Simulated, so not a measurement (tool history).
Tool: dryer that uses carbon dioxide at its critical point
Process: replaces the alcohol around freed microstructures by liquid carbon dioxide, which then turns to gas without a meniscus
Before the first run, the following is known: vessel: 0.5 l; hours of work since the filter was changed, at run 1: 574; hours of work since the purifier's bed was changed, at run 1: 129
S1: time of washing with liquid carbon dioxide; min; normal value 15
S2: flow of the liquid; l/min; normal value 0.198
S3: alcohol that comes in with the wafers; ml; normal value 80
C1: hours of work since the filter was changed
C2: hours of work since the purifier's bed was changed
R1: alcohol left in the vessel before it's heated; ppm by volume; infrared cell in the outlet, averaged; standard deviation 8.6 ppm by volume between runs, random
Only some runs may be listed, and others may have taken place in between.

run   hour  S1     S2  S3   C1   C2   R1
  1      0  15  0.198  80  574  129  767
  2   10.1  15  0.198  80  580  135  778
      18.1  -- inlet filter changed
  3     27  15  0.198  80    5  145  513
  4   42.8  15  0.198  80   14  154  527
  5     56  15  0.198  80   22  161  518
  6   65.5  15  0.198  80   28  167  543
  7     79  15  0.198  80   36  175  520
  8   91.8  15  0.198  80   43  183  542
  9  101.5  15  0.198  80   49  188  535
 10  111.6  15  0.198  80   55  194  542
 11  124.6  15  0.196  80   62  202  573
 12  139.6  15  0.196  80   71  211  584
 13  152.1  15  0.196  80   79  218  605
 14  167.5  15  0.196  80   88  227  592
 15  181.9  15  0.196  80   96  235  592
 16  190.4  15  0.196  80  101  240  604
 17    203  15  0.196  80  108  248  587
 18  214.5  15  0.198  75  115  254  548
 19  226.1  15  0.198  75  122  261  538
 20  240.9  15  0.198  75  131  270  559
 21  249.6  21  0.198  24  136  275   76
 22  264.6  17   0.26  80  145  284   95
 23  279.6  15  0.187  40  153  293  436
 24  293.6  15  0.187  40  162  301  425
 25  308.1   9  0.268  37  170  309  770
 26  315.3  14  0.277  41  174  314  104

Below, some changes in R1 between adjacent runs. For each, the amount present without the hidden state too (settings, incoming material, random variation) and the amount remaining for the hidden state with gauge scatter not shared by both compared results:
Unlogged tool condition in this case: flow that reaches the vessel past the clogged filter, %; alcohol in the recycled carbon dioxide, ppm; drift of the gauge itself on alcohol_ppm, %.
Run 2 -> 3: inlet filter changed. R1 -265 ppm by volume: hidden state -260, all else -5.
Run 20 -> 21: S1 15 -> 21, S3 75 -> 24. R1 -483 ppm by volume: hidden state -55, all else -428.
Run 25 -> 26: S1 9 -> 14, S2 0.268 -> 0.277, S3 37 -> 41. R1 -666 ppm by volume: hidden state -71, all else -595.
